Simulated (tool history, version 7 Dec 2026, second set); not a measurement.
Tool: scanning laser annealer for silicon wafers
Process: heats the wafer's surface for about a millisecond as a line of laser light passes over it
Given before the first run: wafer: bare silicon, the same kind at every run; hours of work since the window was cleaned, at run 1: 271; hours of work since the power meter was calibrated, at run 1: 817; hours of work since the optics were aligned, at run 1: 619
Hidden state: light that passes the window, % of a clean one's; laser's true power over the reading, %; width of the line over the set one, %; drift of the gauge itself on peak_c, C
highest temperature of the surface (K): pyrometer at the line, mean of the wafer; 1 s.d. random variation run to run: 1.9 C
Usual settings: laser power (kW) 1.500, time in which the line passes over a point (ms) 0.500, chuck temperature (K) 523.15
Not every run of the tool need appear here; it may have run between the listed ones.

| run | hour | laser power (kW) | time in which the line passes over a point (ms) | chuck temperature (K) | hours of work since the window was cleaned | hours of work since the power meter was calibrated | hours of work since the optics were aligned | highest temperature of the surface (K) |
|---|---|---|---|---|---|---|---|---|
| 1 | 0.0 | 1.500 | 0.500 | 523.15 | 271 | 817 | 619 | 1332.15 |
| 2 | 51.4 | 1.500 | 0.500 | 528.15 | 296 | 842 | 645 | 1340.15 |
| 3 | 122.9 | 1.500 | 0.500 | 528.15 | 332 | 878 | 680 | 1335.15 |
| 4 | 220.1 | 1.532 | 0.500 | 528.15 | 380 | 926 | 728 | 1355.15 |
| 5 | 314.1 | 1.500 | 0.353 | 523.15 | 426 | 973 | 775 | 1197.15 |
| 6 | 359.4 | 1.500 | 0.353 | 523.15 | 449 | 995 | 798 | 1195.15 |
| 7 | 408.8 | 1.500 | 0.406 | 523.15 | 473 | 1020 | 822 | 1238.15 |
| 8 | 484.4 | 1.500 | 0.423 | 523.15 | 511 | 1057 | 860 | 1250.15 |
| 9 | 528.7 | 1.500 | 0.423 | 523.15 | 533 | 1079 | 882 | 1252.15 |
| 10 | 623.8 | 1.500 | 0.500 | 535.15 | 580 | 1127 | 929 | 1320.15 |
| 11 | 670.6 | 1.500 | 0.500 | 535.15 | 603 | 1150 | 952 | 1315.15 |
|  | 681.9 | laser's power meter calibrated |
| 12 | 767.7 | 1.500 | 0.500 | 535.15 | 650 | 43 | 999 | 1310.15 |
| 13 | 806.8 | 1.500 | 0.500 | 490.15 | 669 | 62 | 1018 | 1269.15 |
| 14 | 860.7 | 1.500 | 0.500 | 490.15 | 696 | 89 | 1045 | 1262.15 |
|  | 894.6 | laser's power meter calibrated, once more |
| 15 | 923.9 | 1.500 | 0.500 | 490.15 | 726 | 15 | 1075 | 1260.15 |
| 16 | 1014.4 | 1.500 | 0.500 | 490.15 | 771 | 59 | 1120 | 1258.15 |
| 17 | 1069.2 | 1.500 | 0.500 | 490.15 | 798 | 87 | 1147 | 1257.15 |
| 18 | 1112.7 | 1.500 | 0.500 | 490.15 | 820 | 108 | 1168 | 1255.15 |
| 19 | 1178.7 | 1.500 | 0.500 | 490.15 | 853 | 141 | 1201 | 1252.15 |
| 20 | 1217.9 | 1.500 | 0.500 | 490.15 | 872 | 160 | 1221 | 1246.15 |
|  | 1267.1 | window over the wafer cleaned |
| 21 | 1301.5 | 1.500 | 0.430 | 490.15 | 17 | 201 | 1261 | 1254.15 |
| 22 | 1393.5 | 1.605 | 0.593 | 523.15 | 63 | 247 | 1307 | 1493.15 |
| 23 | 1474.1 | 1.423 | 0.555 | 497.15 | 103 | 287 | 1347 | 1297.15 |
| 24 | 1513.3 | 1.278 | 0.618 | 523.15 | 122 | 306 | 1366 | 1248.15 |
| 25 | 1591.3 | 1.278 | 0.526 | 509.15 | 161 | 345 | 1405 | 1181.15 |
| 26 | 1660.9 | 1.529 | 0.500 | 512.15 | 195 | 379 | 1440 | 1338.15 |
| 27 | 1742.7 | 1.529 | 0.500 | 512.15 | 236 | 420 | 1480 | 1331.15 |
| 28 | 1788.8 | 1.617 | 0.553 | 498.15 | 259 | 443 | 1503 | 1428.15 |
| 29 | 1882.5 | 1.351 | 0.473 | 498.15 | 305 | 489 | 1550 | 1172.15 |
| 30 | 1951.2 | 1.397 | 0.356 | 562.15 | 340 | 523 | 1584 | 1171.15 |
| 31 | 2037.1 | 1.397 | 0.356 | 562.15 | 382 | 566 | 1626 | 1171.15 |
| 32 | 2100.8 | 1.397 | 0.356 | 562.15 | 414 | 598 | 1658 | 1167.15 |
| 33 | 2181.6 | 1.465 | 0.500 | 523.15 | 454 | 638 | 1698 | 1282.15 |
| 34 | 2223.3 | 1.465 | 0.500 | 523.15 | 475 | 659 | 1719 | 1281.15 |
| 35 | 2295.9 | 1.465 | 0.500 | 523.15 | 511 | 695 | 1755 | 1275.15 |
| 36 | 2368.8 | 1.320 | 0.500 | 558.15 | 547 | 731 | 1791 | 1211.15 |
| 37 | 2448.7 | 1.473 | 0.425 | 503.15 | 587 | 770 | 1831 | 1198.15 |
| 38 | 2493.6 | 1.404 | 0.415 | 510.15 | 609 | 793 | 1853 | 1150.15 |
| 39 | 2547.4 | 1.500 | 0.358 | 484.15 | 636 | 819 | 1880 | 1133.15 |

4 options for the next run, each taken on its own from the tool as it stands now. Forecast them:
| A | 2604.1 | 1.500 | 0.469 | 491.15 | 664 | 848 | 1908 | ? |
| B | 2604.1 | 1.535 | 0.561 | 547.15 | 664 | 848 | 1908 | ? |
| C | 2604.1 | 1.367 | 0.561 | 523.15 | 664 | 848 | 1908 | ? |
| D | 2604.1 | 1.500 | 0.483 | 504.15 | 664 | 848 | 1908 | ? |

| run | highest temperature of the surface (K) |
|---|---|
| A | 1230.15 |
| B | 1380.15 |
| C | 1240.15 |
| D | 1255.15 |
What these runs would have given with no unlogged condition in the tool:
| run | highest temperature of the surface (K) |
|---|---|
| A | 1309.15 |
| B | 1469.15 |
| C | 1316.15 |
| D | 1335.15 |

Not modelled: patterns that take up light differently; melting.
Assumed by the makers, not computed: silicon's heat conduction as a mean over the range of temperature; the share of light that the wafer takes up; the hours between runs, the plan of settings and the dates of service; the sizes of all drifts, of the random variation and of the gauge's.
